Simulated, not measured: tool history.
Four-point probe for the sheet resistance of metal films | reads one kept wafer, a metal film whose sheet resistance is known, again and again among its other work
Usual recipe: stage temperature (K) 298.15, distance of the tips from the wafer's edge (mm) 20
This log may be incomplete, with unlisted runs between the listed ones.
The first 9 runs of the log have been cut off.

run,hour,stage temperature (K),distance of the tips from the wafer's edge (mm),touches since the probe head was changed,hours of work since the stage's thermometer was calibrated,sheet resistance as the instrument gives it (ohm/square)
10,176.7,298.15,20,25045,1347,3.609954
11,197.1,298.15,6,25435,1360,3.630670
12,224.6,298.15,6,25960,1376,3.629814
13,252.9,298.15,6,26500,1393,3.630782
14,267.3,298.15,6,26776,1402,3.631464
15,287.1,294.15,6,27154,1414,3.623998
16,306.9,298.15,20,27532,1426,3.610271
17,333.7,298.15,20,28044,1442,3.612062
18,358.0,298.15,20,28508,1457,3.612911
19,381.1,298.15,20,28947,1471,3.612997
20,401.1,293.15,18,29330,1483,3.603699
21,429.5,293.15,18,29872,1500,3.603023
22,452.3,292.15,20,30307,1514,3.601401
23,468.3,292.15,20,30612,1523,3.600810
24,495.1,302.15,5,31125,1539,3.650601
25,514.1,305.15,8,31487,1551,3.637917
26,535.6,292.15,25,31897,1564,3.601579
27,552.0,292.15,25,32211,1574,3.601076
28,580.0,294.15,4,32745,1591,3.653795
29,606.8,294.15,4,33257,1607,3.654138
30,630.7,291.15,18,33713,1621,3.601407
31,643.9,295.15,25,33964,1629,3.608017
32,667.8,295.15,25,34420,1644,3.610039
33,685.8,292.15,6,34765,1654,3.623447
34,706.9,292.15,6,35168,1667,3.625033

Expected results for the next run?
35,719.4,300.15,18,35405,1675,?

sheet resistance as the instrument gives it (ohm/square): 3.619978
With no hidden state in the tool, this same run would have given sheet resistance as the instrument gives it (ohm/square) 3.596890.
